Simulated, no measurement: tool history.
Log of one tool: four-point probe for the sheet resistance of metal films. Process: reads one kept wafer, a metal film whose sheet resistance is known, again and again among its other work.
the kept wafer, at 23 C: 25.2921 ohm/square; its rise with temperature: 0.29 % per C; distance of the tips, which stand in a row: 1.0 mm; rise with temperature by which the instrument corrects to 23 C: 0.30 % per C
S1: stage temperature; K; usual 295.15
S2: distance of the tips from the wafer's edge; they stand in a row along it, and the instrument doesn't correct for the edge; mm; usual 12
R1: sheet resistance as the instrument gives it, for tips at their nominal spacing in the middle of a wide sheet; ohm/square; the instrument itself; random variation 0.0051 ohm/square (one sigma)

run,day,S1,S2,R1
1,0,295.15,12,25.42432
2,0.504,295.15,12,25.443112
3,1.021,295.15,12,25.437746
4,1.425,295.15,12,25.437535
5,1.804,295.15,14,25.403547
6,2.312,295.15,14,25.428385
7,2.85,295.15,7,25.620015
8,3.371,300.15,5,25.889697

Run 9 comes next. What will it give?
9,3.9,300.15,5,?

{"run 9": {"R1": 25.897954}}
Without the tool's hidden state the same run would have given R1 25.830498 ohm/square.

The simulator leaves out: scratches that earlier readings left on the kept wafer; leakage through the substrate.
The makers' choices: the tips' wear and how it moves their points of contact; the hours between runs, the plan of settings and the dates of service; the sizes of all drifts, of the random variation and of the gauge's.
